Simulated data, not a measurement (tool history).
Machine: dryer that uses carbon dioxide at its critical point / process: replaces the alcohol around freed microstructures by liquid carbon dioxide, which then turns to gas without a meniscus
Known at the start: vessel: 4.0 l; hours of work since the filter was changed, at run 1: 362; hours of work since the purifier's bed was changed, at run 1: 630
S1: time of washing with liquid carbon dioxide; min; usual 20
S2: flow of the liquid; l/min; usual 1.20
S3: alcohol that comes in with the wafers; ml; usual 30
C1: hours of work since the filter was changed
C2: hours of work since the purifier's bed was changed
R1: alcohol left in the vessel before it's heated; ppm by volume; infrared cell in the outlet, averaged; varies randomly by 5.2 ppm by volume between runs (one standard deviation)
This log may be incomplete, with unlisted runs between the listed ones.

run,hour,S1,S2,S3,C1,C2,R1
1,0.0,20,1.20,30,362,630,183
2,60.9,20,1.20,30,387,656,193
3,113.6,20,1.20,30,409,678,190
4,159.6,20,1.20,30,429,698,203
5,199.7,20,1.20,30,446,714,213
6,227.2,20,1.20,30,457,726,209
7,263.2,20,1.20,30,472,741,207
8,318.9,20,1.20,30,496,765,211
9,369.7,20,1.20,30,517,786,219
# hour 392.7: inlet filter changed
10,414.4,20,1.20,30,9,804,163
11,445.4,20,0.92,30,22,817,350
12,482.1,19,1.20,30,38,833,199
13,538.4,19,1.20,30,61,857,204
14,568.6,19,0.82,30,74,869,556
15,623.9,19,0.82,107,97,892,1751
16,676.7,19,0.82,107,119,915,1813
17,714.4,20,1.52,30,135,931,106
18,773.6,20,1.52,30,160,955,124
19,808.8,20,1.20,30,175,970,200
20,837.6,20,1.20,30,187,982,207
21,885.7,19,1.20,30,207,1003,231
22,946.6,19,1.20,47,233,1028,318
23,996.4,23,1.20,30,254,1049,157
24,1024.6,20,1.32,47,266,1061,215
25,1049.0,18,1.60,45,276,1071,162
26,1078.7,15,1.26,81,289,1084,859
27,1120.2,17,0.78,30,306,1101,925
28,1147.5,13,0.78,30,318,1113,1498
29,1208.4,13,0.78,30,343,1138,1423
30,1255.0,24,0.78,30,363,1158,434
31,1298.0,24,0.78,30,381,1176,442
32,1330.0,14,1.04,45,394,1190,1057
33,1386.6,13,0.88,44,418,1213,1785
34,1434.6,13,0.88,44,438,1234,1796
35,1494.2,13,0.88,44,464,1259,1793
36,1554.2,13,0.78,41,489,1284,2150
37,1601.9,15,0.79,105,509,1304,3985
# hour 1645.9: inlet filter changed
38,1662.5,23,1.02,26,7,1329,211
39,1721.1,23,1.02,26,32,1354,220
# hour 1747.5: purifier's bed changed
40,1779.9,23,1.02,26,55,14,98
41,1836.6,17,1.11,24,79,38,206
42,1896.2,20,1.97,64,104,63,30
43,1945.4,17,1.39,64,125,83,237
44,1973.8,15,1.76,64,137,95,142
45,2000.7,28,1.95,31,148,107,21
46,2039.8,28,1.95,31,164,123,17

Measured less the same run without the tool's hidden state. The same run-to-run variation is in both; the gauge's scatter may not be:
The tool's hidden condition here consists of: flow that reaches the vessel past the clogged filter, %; alcohol in the recycled carbon dioxide, ppm; drift of the gauge itself on alcohol_ppm, %.
run,R1
1,+93
2,+100
3,+102
4,+106
5,+110
6,+118
7,+116
8,+122
9,+127
10,+78
11,+85
12,+83
13,+88
14,+107
15,+189
16,+215
17,+91
18,+94
19,+107
20,+111
21,+117
22,+139
23,+113
24,+130
25,+120
26,+246
27,+221
28,+264
29,+264
30,+182
31,+187
32,+292
33,+388
34,+402
35,+419
36,+466
37,+894
38,+123
39,+129
40,+7
41,+16
42,+8
43,+33
44,+27
45,+12
46,+13

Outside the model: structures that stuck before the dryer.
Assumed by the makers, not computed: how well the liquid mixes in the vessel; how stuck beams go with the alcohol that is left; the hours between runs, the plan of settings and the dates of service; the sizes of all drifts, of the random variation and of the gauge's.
